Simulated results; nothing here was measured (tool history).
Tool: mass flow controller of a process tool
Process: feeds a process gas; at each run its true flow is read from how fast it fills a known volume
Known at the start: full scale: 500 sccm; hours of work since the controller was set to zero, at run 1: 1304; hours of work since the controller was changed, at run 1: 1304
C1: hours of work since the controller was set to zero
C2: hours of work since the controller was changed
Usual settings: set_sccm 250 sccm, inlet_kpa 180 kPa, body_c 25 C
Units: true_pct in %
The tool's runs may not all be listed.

run 1 hour=0 | set_sccm=250 inlet_kpa=180 body_c=25 | C1=1304 C2=1304 | true_pct=99.06
run 2 hour=187.5 | set_sccm=250 inlet_kpa=180 body_c=25 | C1=1409 C2=1409 | true_pct=98.92
run 3 hour=362.7 | set_sccm=250 inlet_kpa=180 body_c=25 | C1=1507 C2=1507 | true_pct=98.84
run 4 hour=563.8 | set_sccm=250 inlet_kpa=180 body_c=25 | C1=1620 C2=1620 | true_pct=98.8
run 5 hour=649.6 | set_sccm=250 inlet_kpa=180 body_c=25 | C1=1668 C2=1668 | true_pct=98.72
run 6 hour=735.1 | set_sccm=250 inlet_kpa=180 body_c=25 | C1=1716 C2=1716 | true_pct=98.56
run 7 hour=863.2 | set_sccm=56 inlet_kpa=180 body_c=25 | C1=1788 C2=1788 | true_pct=97.78
run 8 hour=1009.3 | set_sccm=250 inlet_kpa=180 body_c=25 | C1=1870 C2=1870 | true_pct=98.41
run 9 hour=1101.3 | set_sccm=250 inlet_kpa=180 body_c=38 | C1=1922 C2=1922 | true_pct=97.41
run 10 hour=1235.4 | set_sccm=341 inlet_kpa=180 body_c=25 | C1=1997 C2=1997 | true_pct=98.71
run 11 hour=1337 | set_sccm=90 inlet_kpa=180 body_c=25 | C1=2054 C2=2054 | true_pct=97.76
run 12 hour=1439.7 | set_sccm=90 inlet_kpa=180 body_c=25 | C1=2112 C2=2112 | true_pct=97.62
run 13 hour=1603.9 | set_sccm=90 inlet_kpa=180 body_c=25 | C1=2204 C2=2204 | true_pct=97.55
run 14 hour=1694.2 | set_sccm=90 inlet_kpa=180 body_c=25 | C1=2255 C2=2255 | true_pct=97.57
run 15 hour=1825 | set_sccm=90 inlet_kpa=180 body_c=25 | C1=2328 C2=2328 | true_pct=97.49
run 16 hour=2014.4 | set_sccm=250 inlet_kpa=180 body_c=32 | C1=2434 C2=2434 | true_pct=97.45
run 17 hour=2120.1 | set_sccm=73 inlet_kpa=180 body_c=25 | C1=2494 C2=2494 | true_pct=97.21
run 18 hour=2203.3 | set_sccm=250 inlet_kpa=180 body_c=25 | C1=2540 C2=2540 | true_pct=97.82
run 19 hour=2391.5 | set_sccm=250 inlet_kpa=234 body_c=25 | C1=2646 C2=2646 | true_pct=97.56
run 20 hour=2522.9 | set_sccm=250 inlet_kpa=234 body_c=25 | C1=2720 C2=2720 | true_pct=97.53
run 21 hour=2622.9 | set_sccm=250 inlet_kpa=234 body_c=25 | C1=2776 C2=2776 | true_pct=97.5

The next listed run, before its measurement:
run 22 hour=2751.7 | set_sccm=250 inlet_kpa=234 body_c=25 | C1=2848 C2=2848 | true_pct=?

{"run 22": {"true_pct": 97.46}}
Without the tool's hidden state the same run would have given true_pct 99.06 %.
